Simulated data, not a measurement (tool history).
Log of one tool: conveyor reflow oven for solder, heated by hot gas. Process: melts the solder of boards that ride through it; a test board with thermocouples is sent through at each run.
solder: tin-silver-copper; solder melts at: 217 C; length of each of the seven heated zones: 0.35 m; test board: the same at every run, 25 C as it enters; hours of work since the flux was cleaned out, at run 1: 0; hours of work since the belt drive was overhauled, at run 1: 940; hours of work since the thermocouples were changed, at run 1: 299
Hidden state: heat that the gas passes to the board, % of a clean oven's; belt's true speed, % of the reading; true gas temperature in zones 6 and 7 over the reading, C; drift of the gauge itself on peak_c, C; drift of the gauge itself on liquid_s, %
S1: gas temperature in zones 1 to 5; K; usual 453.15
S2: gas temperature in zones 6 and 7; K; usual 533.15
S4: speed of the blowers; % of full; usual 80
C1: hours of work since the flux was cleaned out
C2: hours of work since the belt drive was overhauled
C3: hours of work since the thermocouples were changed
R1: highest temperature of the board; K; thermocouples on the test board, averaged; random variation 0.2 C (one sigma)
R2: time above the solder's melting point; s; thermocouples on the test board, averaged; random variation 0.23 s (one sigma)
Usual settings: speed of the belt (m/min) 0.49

Run 1, hour 0: usual settings; C1 0; C2 940; C3 299. Result: R1 522.45 K, R2 67.3 s.
Run 2, hour 45: usual settings but speed of the belt (m/min) 0.562; C1 34; C2 974; C3 333. Result: R1 518.75 K, R2 54.5 s.
At hour 117.3: belt drive overhauled, speed set with a stopwatch.
Run 3, hour 122.7: usual settings but speed of the belt (m/min) 0.562; C1 90; C2 4; C3 389. Result: R1 518.55 K, R2 54.2 s.
Run 4, hour 161.7: usual settings but speed of the belt (m/min) 0.562; C1 120; C2 34; C3 419. Result: R1 518.15 K, R2 54 s.
Run 5, hour 230.2: usual settings but speed of the belt (m/min) 0.575; C1 172; C2 86; C3 471. Result: R1 517.15 K, R2 51.4 s.
Run 6, hour 266.3: usual settings but speed of the belt (m/min) 0.575; C1 200; C2 113; C3 498. Result: R1 516.75 K, R2 51 s.
Run 7, hour 341.2: usual settings but S1 456.15 K, S2 546.15 K, speed of the belt (m/min) 0.478, S4 83 % of full; C1 257; C2 170; C3 555. Result: R1 534.15 K, R2 79.2 s.
At hour 387.7: belt drive overhauled, speed set with a stopwatch, once more.
Run 8, hour 413.7: usual settings but S1 456.15 K, S2 546.15 K, speed of the belt (m/min) 0.478, S4 83 % of full; C1 309; C2 20; C3 608. Result: R1 532.25 K, R2 75.6 s.
Run 9, hour 455.6: usual settings but S1 465.15 K, S2 524.15 K, speed of the belt (m/min) 0.488, S4 66 % of full; C1 341; C2 52; C3 639. Result: R1 511.35 K, R2 58.3 s.
Run 10, hour 531.3: usual settings but S1 465.15 K, S2 524.15 K, speed of the belt (m/min) 0.488, S4 66 % of full; C1 398; C2 109; C3 697. Result: R1 510.95 K, R2 57.3 s.

Forecast each of these 5 alternatives for the next run:
Run A, hour 590.3: usual settings but S1 443.15 K, speed of the belt (m/min) 0.537, S4 79 % of full; C1 443; C2 154; C3 742. Result: R1 ?, R2 ?.
Run B, hour 590.3: usual settings but S2 542.15 K, speed of the belt (m/min) 0.422; C1 443; C2 154; C3 742. Result: R1 ?, R2 ?.
Run C, hour 590.3: usual settings but S2 541.15 K, speed of the belt (m/min) 0.553; C1 443; C2 154; C3 742. Result: R1 ?, R2 ?.
Run D, hour 590.3: usual settings but S1 462.15 K, S2 526.15 K, speed of the belt (m/min) 0.488, S4 66 % of full; C1 443; C2 154; C3 742. Result: R1 ?, R2 ?.
Run E, hour 590.3: usual settings but S1 442.15 K, speed of the belt (m/min) 0.459, S4 76 % of full; C1 443; C2 154; C3 742. Result: R1 ?, R2 ?.

run      R1    R2
  A  513.85  45.1
  B  530.45    83
  C  521.05    55
  D  511.55    57
  E  517.55  58.9
Without the tool's hidden state the same runs would have given:
run      R1    R2
  A  518.35    51
  B  533.75  85.8
  C  525.55  59.3
  D  514.55    62
  E  521.25  64.1
